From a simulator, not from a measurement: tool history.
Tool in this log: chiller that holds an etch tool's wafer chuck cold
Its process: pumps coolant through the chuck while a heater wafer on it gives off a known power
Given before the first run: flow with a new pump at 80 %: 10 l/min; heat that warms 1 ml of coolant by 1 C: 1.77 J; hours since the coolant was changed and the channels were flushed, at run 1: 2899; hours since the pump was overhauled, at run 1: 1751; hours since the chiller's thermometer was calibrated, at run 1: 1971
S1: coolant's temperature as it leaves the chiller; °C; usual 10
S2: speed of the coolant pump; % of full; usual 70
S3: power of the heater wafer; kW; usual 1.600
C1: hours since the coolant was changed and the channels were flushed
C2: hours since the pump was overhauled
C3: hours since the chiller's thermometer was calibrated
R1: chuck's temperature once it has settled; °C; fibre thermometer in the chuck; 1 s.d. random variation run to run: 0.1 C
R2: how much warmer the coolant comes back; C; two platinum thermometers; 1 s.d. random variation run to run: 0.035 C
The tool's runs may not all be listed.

run	hour	S1	S2	S3	C1	C2	C3	R1	R2
1	0.0	10	70	1.600	2899	1751	1971	31.0	6.46
2	36.0	10	70	1.600	2935	1787	2007	31.2	6.49
3	102.9	10	70	1.600	3002	1854	2074	31.3	6.51
4	166.2	10	70	1.600	3065	1917	2137	31.3	6.53
5	236.7	10	70	1.600	3135	1988	2207	31.4	6.49
6	283.6	10	70	1.600	3182	2035	2254	31.4	6.49
7	345.3	10	80	1.600	3244	2096	2316	28.8	5.74
# hour 397.3: coolant changed, channels flushed
8	397.3	10	64	1.600	0	2142	2362	31.6	7.09
9	467.1	10	70	0.882	70	2212	2432	20.9	3.62
10	498.2	10	70	0.882	101	2243	2463	21.2	3.66
# hour 547.3: chiller's thermometer calibrated
11	565.5	17	70	1.600	167	2309	18	36.9	6.56
12	628.7	17	70	1.600	230	2373	81	37.1	6.56
13	662.1	1	70	1.310	264	2406	115	17.3	5.51
# hour 671.3: chiller's thermometer calibrated, once more
14	732.2	12	60	0.898	333	2475	61	25.2	4.34
15	773.8	12	60	0.898	375	2517	103	25.2	4.37
16	820.1	12	60	0.898	421	2563	149	25.3	4.33
17	871.7	12	60	0.898	472	2615	200	25.4	4.36
18	902.5	12	60	0.898	503	2645	231	25.4	4.33
19	958.6	10	84	1.149	559	2701	287	22.6	3.96
20	1029.2	10	84	1.149	630	2772	358	22.6	3.97
21	1092.7	7	70	1.242	693	2836	421	23.2	5.24
22	1136.6	7	70	1.242	737	2879	465	23.3	5.17

Alternative continuations, all from the tool just after run 22; predict every row:
A	1204.7	7	75	1.616	805	2948	533	?	?
B	1204.7	10	69	2.392	805	2948	533	?	?
C	1204.7	18	62	1.266	805	2948	533	?	?
D	1204.7	13	70	1.600	805	2948	533	?	?

run	R1	R2
A	26.8	6.32
B	41.9	10.17
C	36.9	5.98
D	34.1	6.74
With no hidden state in the tool, these same runs would have given:
run	R1	R2
A	25.0	5.83
B	39.0	9.39
C	35.2	5.51
D	32.3	6.22

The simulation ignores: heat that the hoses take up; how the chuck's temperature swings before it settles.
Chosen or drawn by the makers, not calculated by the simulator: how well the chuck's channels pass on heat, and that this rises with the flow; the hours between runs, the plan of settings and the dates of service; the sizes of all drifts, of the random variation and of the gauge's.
